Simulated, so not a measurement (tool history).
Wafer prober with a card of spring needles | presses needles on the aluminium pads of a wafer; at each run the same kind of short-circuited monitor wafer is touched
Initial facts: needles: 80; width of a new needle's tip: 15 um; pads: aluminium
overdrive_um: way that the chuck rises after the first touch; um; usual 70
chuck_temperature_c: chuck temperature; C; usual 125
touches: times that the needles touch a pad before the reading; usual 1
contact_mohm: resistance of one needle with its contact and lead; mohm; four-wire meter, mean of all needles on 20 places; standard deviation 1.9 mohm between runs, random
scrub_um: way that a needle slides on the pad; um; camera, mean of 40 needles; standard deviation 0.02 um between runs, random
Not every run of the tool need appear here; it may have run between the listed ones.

{"run": 1, "hour": 0.0, "overdrive_um": 70, "chuck_temperature_c": 125, "touches": 1, "contact_mohm": 267, "scrub_um": 12.04}
{"run": 2, "hour": 5.6, "overdrive_um": 70, "chuck_temperature_c": 125, "touches": 1, "contact_mohm": 225, "scrub_um": 12.05}
{"run": 3, "hour": 11.3, "overdrive_um": 70, "chuck_temperature_c": 125, "touches": 1, "contact_mohm": 241, "scrub_um": 12.04}
{"run": 4, "hour": 18.2, "overdrive_um": 70, "chuck_temperature_c": 125, "touches": 1, "contact_mohm": 253, "scrub_um": 12.07}
{"run": 5, "hour": 28.6, "overdrive_um": 70, "chuck_temperature_c": 125, "touches": 1, "contact_mohm": 277, "scrub_um": 12.05}
{"run": 6, "hour": 40.9, "overdrive_um": 70, "chuck_temperature_c": 125, "touches": 1, "contact_mohm": 243, "scrub_um": 12.05}
{"run": 7, "hour": 47.3, "overdrive_um": 70, "chuck_temperature_c": 125, "touches": 1, "contact_mohm": 261, "scrub_um": 12.03}
{"run": 8, "hour": 55.9, "overdrive_um": 70, "chuck_temperature_c": 125, "touches": 1, "contact_mohm": 266, "scrub_um": 12.04}
{"run": 9, "hour": 65.9, "overdrive_um": 70, "chuck_temperature_c": 125, "touches": 1, "contact_mohm": 237, "scrub_um": 12.01}
{"run": 10, "hour": 78.4, "overdrive_um": 70, "chuck_temperature_c": 125, "touches": 2, "contact_mohm": 243, "scrub_um": 12.03}
{"run": 11, "hour": 84.3, "overdrive_um": 70, "chuck_temperature_c": 125, "touches": 1, "contact_mohm": 275, "scrub_um": 11.99}
{"run": 12, "hour": 94.4, "overdrive_um": 70, "chuck_temperature_c": 125, "touches": 1, "contact_mohm": 239, "scrub_um": 12}
{"run": 13, "hour": 104.3, "overdrive_um": 70, "chuck_temperature_c": 125, "touches": 1, "contact_mohm": 263, "scrub_um": 12.03}
{"run": 14, "hour": 111.8, "overdrive_um": 70, "chuck_temperature_c": 74, "touches": 1, "contact_mohm": 270, "scrub_um": 12.04}
{"run": 15, "hour": 124.0, "overdrive_um": 70, "chuck_temperature_c": 74, "touches": 1, "contact_mohm": 238, "scrub_um": 12.02}
{"run": 16, "hour": 133.5, "overdrive_um": 70, "chuck_temperature_c": 56, "touches": 1, "contact_mohm": 254, "scrub_um": 12}
{"run": 17, "hour": 143.2, "overdrive_um": 70, "chuck_temperature_c": 56, "touches": 2, "contact_mohm": 199, "scrub_um": 11.98}
{"run": 18, "hour": 154.8, "overdrive_um": 70, "chuck_temperature_c": 125, "touches": 1, "contact_mohm": 252, "scrub_um": 11.98}
{"run": 19, "hour": 162.2, "overdrive_um": 72, "chuck_temperature_c": 61, "touches": 3, "contact_mohm": 217, "scrub_um": 12.36}
{"run": 20, "hour": 173.9, "overdrive_um": 77, "chuck_temperature_c": 86, "touches": 3, "contact_mohm": 201, "scrub_um": 13.19}
{"run": 21, "hour": 180.6, "overdrive_um": 77, "chuck_temperature_c": 86, "touches": 2, "contact_mohm": 214, "scrub_um": 13.2}
{"run": 22, "hour": 188.2, "overdrive_um": 75, "chuck_temperature_c": 33, "touches": 1, "contact_mohm": 241, "scrub_um": 12.83}
{"run": 23, "hour": 198.1, "overdrive_um": 75, "chuck_temperature_c": 33, "touches": 1, "contact_mohm": 255, "scrub_um": 12.82}
{"run": 24, "hour": 203.6, "overdrive_um": 90, "chuck_temperature_c": 39, "touches": 3, "contact_mohm": 196, "scrub_um": 15.43}
{"run": 25, "hour": 210.6, "overdrive_um": 80, "chuck_temperature_c": 48, "touches": 2, "contact_mohm": 212, "scrub_um": 13.73}
{"run": 26, "hour": 216.5, "overdrive_um": 85, "chuck_temperature_c": 44, "touches": 2, "contact_mohm": 215, "scrub_um": 14.61}
{"run": 27, "hour": 222.9, "overdrive_um": 85, "chuck_temperature_c": 44, "touches": 2, "contact_mohm": 220, "scrub_um": 14.53}
{"run": 28, "hour": 229.9, "overdrive_um": 70, "chuck_temperature_c": 34, "touches": 3, "contact_mohm": 196, "scrub_um": 11.98}
{"run": 29, "hour": 239.0, "overdrive_um": 70, "chuck_temperature_c": 125, "touches": 2, "contact_mohm": 233, "scrub_um": 11.97}
{"run": 30, "hour": 244.4, "overdrive_um": 50, "chuck_temperature_c": 34, "touches": 2, "contact_mohm": 259, "scrub_um": 8.51}
{"run": 31, "hour": 251.2, "overdrive_um": 50, "chuck_temperature_c": 34, "touches": 2, "contact_mohm": 271, "scrub_um": 8.47}
{"run": 32, "hour": 257.7, "overdrive_um": 55, "chuck_temperature_c": 28, "touches": 1, "contact_mohm": 216, "scrub_um": 9.31}
{"run": 33, "hour": 265.2, "overdrive_um": 55, "chuck_temperature_c": 65, "touches": 1, "contact_mohm": 255, "scrub_um": 9.39}
{"run": 34, "hour": 274.4, "overdrive_um": 83, "chuck_temperature_c": 65, "touches": 1, "contact_mohm": 240, "scrub_um": 14.2}
{"run": 35, "hour": 280.1, "overdrive_um": 83, "chuck_temperature_c": 65, "touches": 1, "contact_mohm": 247, "scrub_um": 14.15}

Taken out of this log: 10 entries between the listed runs. Where each belongs, and how the hidden state differs across it:
Logged between run 1 and run 2: tips cleaned on abrasive film (hour 2.2)
  debris on the tips, nm: 127.5 -> 35; way that the needles fall short of the set height, um: 0.08 -> 0.13; tips' diameter, um: 15.03 -> 15.05
  measured minus no-state result, contact_mohm: +59 -> +16 mohm; scrub_um: -0.02 -> -0.02 um
Logged between run 5 and run 6: tips cleaned on abrasive film (hour 30)
  debris on the tips, nm: 137.5 -> 77.6; way that the needles fall short of the set height, um: 0.13 -> 0.2; tips' diameter, um: 15.05 -> 15.07
  measured minus no-state result, contact_mohm: +64 -> +36 mohm; scrub_um: -0.02 -> -0.03 um
Logged between run 8 and run 9: tips cleaned on abrasive film (hour 57.7)
  debris on the tips, nm: 135.4 -> 64.5; way that the needles fall short of the set height, um: 0.2 -> 0.26; tips' diameter, um: 15.07 -> 15.09
  measured minus no-state result, contact_mohm: +62 -> +30 mohm; scrub_um: -0.04 -> -0.05 um
Logged between run 11 and run 12: tips cleaned on abrasive film (hour 85.9)
  debris on the tips, nm: 138.4 -> 62.7; way that the needles fall short of the set height, um: 0.26 -> 0.34; tips' diameter, um: 15.09 -> 15.12
  measured minus no-state result, contact_mohm: +65 -> +30 mohm; scrub_um: -0.05 -> -0.06 um
Logged between run 14 and run 15: tips cleaned on abrasive film (hour 113.9)
  debris on the tips, nm: 135.3 -> 76.2; way that the needles fall short of the set height, um: 0.34 -> 0.42; tips' diameter, um: 15.12 -> 15.15
  measured minus no-state result, contact_mohm: +70 -> +40 mohm; scrub_um: -0.06 -> -0.07 um
Logged between run 16 and run 17: tips cleaned on abrasive film (hour 142.1)
  debris on the tips, nm: 118 -> 19.1; way that the needles fall short of the set height, um: 0.42 -> 0.48; tips' diameter, um: 15.15 -> 15.17
  measured minus no-state result, contact_mohm: +62 -> +7 mohm; scrub_um: -0.08 -> -0.09 um
Logged between run 19 and run 20: tips cleaned on abrasive film (hour 170.6)
  debris on the tips, nm: 117.4 -> 31.6; way that the needles fall short of the set height, um: 0.48 -> 0.55; tips' diameter, um: 15.17 -> 15.19
  measured minus no-state result, contact_mohm: +22 -> +5 mohm; scrub_um: -0.09 -> -0.1 um
Logged between run 23 and run 24: tips cleaned on abrasive film (hour 199.1)
  debris on the tips, nm: 138.9 -> 40.8; way that the needles fall short of the set height, um: 0.55 -> 0.62; tips' diameter, um: 15.19 -> 15.22
  measured minus no-state result, contact_mohm: +68 -> +6 mohm; scrub_um: -0.1 -> -0.11 um
Logged between run 27 and run 28: tips cleaned on abrasive film (hour 227.3)
  debris on the tips, nm: 129.3 -> 30.7; way that the needles fall short of the set height, um: 0.62 -> 0.71; tips' diameter, um: 15.22 -> 15.25
  measured minus no-state result, contact_mohm: +31 -> +6 mohm; scrub_um: -0.11 -> -0.12 um
Logged between run 31 and run 32: tips cleaned on abrasive film (hour 255.2)
  debris on the tips, nm: 131 -> 31.8; way that the needles fall short of the set height, um: 0.71 -> 0.77; tips' diameter, um: 15.25 -> 15.27
  measured minus no-state result, contact_mohm: +78 -> +27 mohm; scrub_um: -0.12 -> -0.13 um
